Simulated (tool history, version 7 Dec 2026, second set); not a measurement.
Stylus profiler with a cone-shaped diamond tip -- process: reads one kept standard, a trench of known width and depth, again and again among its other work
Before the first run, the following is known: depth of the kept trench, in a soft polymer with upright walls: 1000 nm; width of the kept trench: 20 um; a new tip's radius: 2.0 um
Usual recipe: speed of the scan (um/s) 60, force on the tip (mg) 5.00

| run | hour | speed of the scan (um/s) | force on the tip (mg) | depth of the trench (Å) | width of the trench's floor (um) |
|---|---|---|---|---|---|
| 1 | 0.0 | 60 | 5.00 | 10135.4 | 14.00 |
| 2 | 12.7 | 60 | 5.00 | 10137.1 | 13.98 |
| 3 | 26.5 | 60 | 5.00 | 10135.6 | 13.99 |
| 4 | 39.0 | 60 | 6.06 | 10152.4 | 13.95 |
| 5 | 49.0 | 60 | 6.06 | 10151.8 | 13.96 |
| 6 | 63.7 | 60 | 6.06 | 10154.2 | 13.93 |
| 7 | 84.2 | 60 | 6.06 | 10154.8 | 13.85 |
| 8 | 97.5 | 60 | 6.06 | 10155.5 | 13.83 |
| 9 | 117.7 | 60 | 6.06 | 10154.6 | 13.88 |
| 10 | 135.2 | 60 | 6.06 | 10151.8 | 13.83 |
| 11 | 145.5 | 20 | 3.23 | 10106.3 | 13.82 |
| 12 | 155.6 | 20 | 3.23 | 10105.8 | 13.82 |
| 13 | 170.5 | 146 | 3.37 | 10109.6 | 13.53 |
| 14 | 181.4 | 37 | 11.90 | 10234.9 | 13.77 |
| 15 | 194.6 | 37 | 11.90 | 10235.5 | 13.73 |
| 16 | 211.8 | 84 | 2.40 | 10090.1 | 13.51 |
| 17 | 232.0 | 46 | 2.40 | 10090.6 | 13.64 |
| 18 | 253.5 | 46 | 2.40 | 10090.5 | 13.56 |
| 19 | 266.3 | 17 | 12.23 | 10240.1 | 13.66 |

Forecast each of these 5 alternatives for the next run:
| A | 286.8 | 60 | 6.47 | ? | ? |
| B | 286.8 | 17 | 6.21 | ? | ? |
| C | 286.8 | 47 | 7.61 | ? | ? |
| D | 286.8 | 55 | 3.41 | ? | ? |
| E | 286.8 | 72 | 1.85 | ? | ? |

| run | depth of the trench (Å) | width of the trench's floor (um) |
|---|---|---|
| A | 10161.9 | 13.49 |
| B | 10158.4 | 13.65 |
| C | 10178.9 | 13.53 |
| D | 10110.1 | 13.56 |
| E | 10078.0 | 13.47 |
Take away the tool's hidden state, keep each run's random variation, and the runs would have read:
| run | depth of the trench (Å) | width of the trench's floor (um) |
|---|---|---|
| A | 10146.4 | 16.38 |
| B | 10142.9 | 16.53 |
| C | 10163.4 | 16.41 |
| D | 10094.6 | 16.44 |
| E | 10062.6 | 16.35 |
